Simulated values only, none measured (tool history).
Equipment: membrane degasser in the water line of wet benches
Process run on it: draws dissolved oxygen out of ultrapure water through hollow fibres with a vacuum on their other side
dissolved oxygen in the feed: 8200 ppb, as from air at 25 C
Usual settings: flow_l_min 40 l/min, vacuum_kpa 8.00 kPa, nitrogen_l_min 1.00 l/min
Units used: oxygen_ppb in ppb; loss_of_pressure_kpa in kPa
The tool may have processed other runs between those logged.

run     day  flow_l_min  vacuum_kpa  nitrogen_l_min  oxygen_ppb  loss_of_pressure_kpa
  1   0.000          40        8.00            1.00       405.9                 68.31
  2   1.229          40        8.00            1.00       389.8                 68.10
  3   2.858          40        8.00            2.62       180.1                 68.16
  4   5.112          40        8.00            2.62       181.5                 68.21
  5   6.204          40        8.00            2.62       181.4                 67.91
  6   7.867          40        8.00            1.00       394.2                 67.92
  7   9.696          40        8.00            1.00       401.6                 68.31
  8  12.112          40        8.00            1.00       395.8                 68.87
  9  13.896          39        8.00            1.00       391.9                 67.40
 10  16.021          40        8.73            1.00       452.7                 68.95
 11  17.088          63       11.16            2.48       493.1                108.26
 12  18.629          29        8.67            2.98       132.4                 49.45
 13  20.883          29        8.67            2.98       132.1                 49.59
 14  23.025          45        8.38            0.63       653.2                 77.02
 15  25.208          45        8.38            0.63       639.6                 77.25
 16  26.404          45        8.38            0.63       648.4                 76.97
 17  28.750          45        8.38            0.63       640.4                 77.18
 18  31.004          51        8.00            2.76       228.4                 87.62

Below, some changes in oxygen_ppb between adjacent runs. For each, the amount present without the hidden state too (settings, incoming material, random variation) and the amount remaining for the hidden state with gauge scatter not shared by both compared results:
The tool's hidden condition here consists of: membrane still open, %; true pressure behind the membrane over the reading, kPa; air that leaks in behind the membrane, l/min; drift of the gauge itself on oxygen_ppb, %; drift of the gauge itself on loss_of_pressure_kpa, %.
Run 13 -> 14: flow_l_min 29 -> 45, vacuum_kpa 8.67 -> 8.38, nitrogen_l_min 2.98 -> 0.63. oxygen_ppb +521.1 ppb: hidden state +21.5, all else +499.6.

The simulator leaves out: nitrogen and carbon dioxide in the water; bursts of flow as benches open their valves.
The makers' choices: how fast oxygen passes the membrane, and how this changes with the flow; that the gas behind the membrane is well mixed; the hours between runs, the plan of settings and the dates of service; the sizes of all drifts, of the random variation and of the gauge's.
